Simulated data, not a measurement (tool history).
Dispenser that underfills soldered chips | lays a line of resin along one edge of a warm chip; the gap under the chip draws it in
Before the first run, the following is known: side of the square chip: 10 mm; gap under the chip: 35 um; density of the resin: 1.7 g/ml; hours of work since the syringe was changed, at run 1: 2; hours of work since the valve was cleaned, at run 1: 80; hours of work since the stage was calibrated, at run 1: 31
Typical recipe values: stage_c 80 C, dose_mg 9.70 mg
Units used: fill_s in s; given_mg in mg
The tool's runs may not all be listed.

run	hour	stage_c	dose_mg	hours of work since the syringe was changed	hours of work since the valve was cleaned	hours of work since the stage was calibrated	fill_s	given_mg
1	0.0	80	9.70	2	80	31	138.6	9.07
2	4.0	80	9.70	4	83	34	154.7	9.06
# hour 5.9: new syringe of resin
3	7.8	68	9.70	1	85	36	225.7	9.06
# hour 14.2: new syringe of resin
4	14.6	68	9.70	0	89	40	216.4	9.05
5	18.3	68	9.70	3	91	43	239.4	8.94
6	22.0	68	9.70	5	94	45	264.7	8.97
# hour 22.8: new syringe of resin
7	26.4	68	9.70	2	97	48	241.8	9.04
8	30.0	68	9.70	5	99	50	264.7	9.02
# hour 31.3: new syringe of resin
# hour 33.3: dispensing valve cleaned and set on the balance
9	34.1	80	11.63	1	1	52	134.8	11.68
# hour 40.6: new syringe of resin
10	40.6	80	11.63	0	5	56	130.5	11.55
11	44.8	86	11.63	3	7	59	115.5	11.67
# hour 49.4: new syringe of resin
12	50.5	82	10.95	1	11	62	121.1	10.97
13	55.3	82	10.95	4	14	65	142.5	10.89
# hour 57.8: new syringe of resin
14	61.4	82	10.75	2	18	69	128.5	10.56
# hour 66.2: new syringe of resin
15	66.5	82	10.75	0	21	72	117.9	10.66
16	71.5	90	11.56	3	24	75	97.6	11.38
# hour 74.8: new syringe of resin
17	76.2	84	10.42	1	27	78	112.2	10.30
18	79.4	73	9.83	3	29	80	191.3	9.69
19	82.6	75	11.42	5	31	83	195.5	11.03
# hour 83.2: new syringe of resin
20	89.9	78	9.17	4	36	87	166.0	9.06
# hour 92.0: new syringe of resin
21	94.7	89	8.54	2	39	90	100.4	8.36

How would selected steps in fill_s from run to run divide? Give the signed amount a tool lacking its hidden state would still show from settings, what came in and random variation, and the signed amount left for the hidden state, including any gauge scatter that is not in both of the compared results.
The tool's hidden condition here consists of: resin's viscosity, % of fresh resin's; dose that the valve gives, % of what is set; true chip temperature over the reading, C; drift of the gauge itself on fill_s, %; drift of the gauge itself on given_mg, %.
Run 6 -> 7: new syringe of resin. fill_s -22.9 s: hidden state -28.0, all else +5.1.
Run 8 -> 9: stage_c 68 -> 80, dose_mg 9.70 -> 11.63, new syringe of resin, dispensing valve cleaned and set on the balance. fill_s -129.9 s: hidden state -43.1, all else -86.8.
Run 17 -> 18: stage_c 84 -> 73, dose_mg 10.42 -> 9.83. fill_s +79.1 s: hidden state +17.8, all else +61.3.

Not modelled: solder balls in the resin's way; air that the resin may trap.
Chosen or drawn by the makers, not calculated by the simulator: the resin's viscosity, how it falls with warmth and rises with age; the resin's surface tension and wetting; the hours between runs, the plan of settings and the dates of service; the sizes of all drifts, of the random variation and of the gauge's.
